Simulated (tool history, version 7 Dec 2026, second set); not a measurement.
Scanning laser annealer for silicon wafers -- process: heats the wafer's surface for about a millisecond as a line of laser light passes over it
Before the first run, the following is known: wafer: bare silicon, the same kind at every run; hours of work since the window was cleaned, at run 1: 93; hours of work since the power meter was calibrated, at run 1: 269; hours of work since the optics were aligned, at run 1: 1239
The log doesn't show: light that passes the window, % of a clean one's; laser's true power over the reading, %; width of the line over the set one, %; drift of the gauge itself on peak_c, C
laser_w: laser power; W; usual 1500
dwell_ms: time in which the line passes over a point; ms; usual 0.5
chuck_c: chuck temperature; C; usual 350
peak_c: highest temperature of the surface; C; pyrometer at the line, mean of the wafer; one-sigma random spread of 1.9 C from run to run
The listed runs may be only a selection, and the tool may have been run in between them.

run	hour	laser_w	dwell_ms	chuck_c	hours of work since the window was cleaned	hours of work since the power meter was calibrated	hours of work since the optics were aligned	peak_c
1	0	1500	0.5	350	93	269	1239	1080
2	15.8	1500	0.5	350	106	282	1251	1079
3	31.2	1500	0.5	350	118	294	1263	1074
4	38.5	1500	0.5	376	124	300	1269	1102
5	48.1	1500	0.5	376	131	307	1276	1097
6	59.2	1500	0.5	350	140	316	1285	1068
7	73.3	1500	0.5	350	151	327	1296	1071
8	87.4	1500	0.5	350	162	338	1307	1067
9	96.4	1500	0.5	350	169	345	1315	1066
10	105.8	1500	0.5	350	177	353	1322	1069
11	119.7	1500	0.5	350	188	364	1333	1064
12	133.2	1500	0.5	350	198	374	1343	1060
13	144.5	1500	0.5	352	207	383	1352	1062
14	161.3	1500	0.5	389	220	396	1366	1094
15	168.9	1500	0.411	389	226	402	1372	1033
16	178.9	1500	0.5	350	234	410	1379	1056
17	189.8	1500	0.5	350	243	419	1388	1053
18	199.9	1500	0.5	341	251	427	1396	1043
19	210	1500	0.5	349	259	435	1404	1051
20	219.3	1500	0.5	349	266	442	1411	1044
21	227.6	1500	0.414	350	273	449	1418	988
22	235.2	1500	0.414	350	279	455	1424	987
23	248.6	1500	0.414	350	289	465	1434	988
24	256.5	1337	0.565	341	295	471	1440	970
25	269.2	1337	0.578	339	305	481	1450	973
26	285.9	1423	0.417	329	318	494	1464	917
# hour 296: window over the wafer cleaned
27	297.2	1423	0.549	329	1	502	1471	1054
28	309.7	1500	0.374	356	11	512	1481	1000
29	319.9	1438	0.392	344	19	520	1489	969
30	327.5	1392	0.58	333	25	526	1495	1051
31	341.1	1336	0.45	321	36	536	1505	921
32	351.5	1409	0.617	312	44	544	1514	1061
33	362.7	1500	0.5	367	53	553	1522	1102
34	371.4	1500	0.613	350	59	560	1529	1160
35	384.9	1621	0.405	325	70	571	1540	1059
36	394.4	1353	0.358	350	77	578	1547	894
37	407.5	1430	0.403	351	88	589	1558	967
38	424.4	1430	0.403	351	101	602	1571	966
39	440.7	1430	0.403	351	114	615	1584	963
40	449.6	1430	0.403	351	121	622	1591	965
# hour 464.2: optics aligned, line set to its width
41	471.4	1430	0.403	351	134	635	6	972
42	480.7	1429	0.359	323	141	642	13	911

Some steps in peak_c, run to run, broken into two amounts with sign: the step expected even without the hidden condition (settings, incoming material, random variation), and the rest, left for the hidden condition together with whatever gauge scatter is not in both the measured and the hidden-condition-free result:
Run 15 -> 16: dwell_ms 0.411 -> 0.5, chuck_c 389 -> 350. peak_c +23 C: hidden state -6, all else +29.
Run 26 -> 27: dwell_ms 0.417 -> 0.549, window over the wafer cleaned. peak_c +137 C: hidden state +47, all else +90.
Run 31 -> 32: laser_w 1336 -> 1409, dwell_ms 0.45 -> 0.617, chuck_c 321 -> 312. peak_c +140 C: hidden state -6, all else +146.
Run 35 -> 36: laser_w 1621 -> 1353, dwell_ms 0.405 -> 0.358, chuck_c 325 -> 350. peak_c -165 C: hidden state +6, all else -171.
Run 40 -> 41: optics aligned, line set to its width. peak_c +7 C: hidden state +10, all else -3.
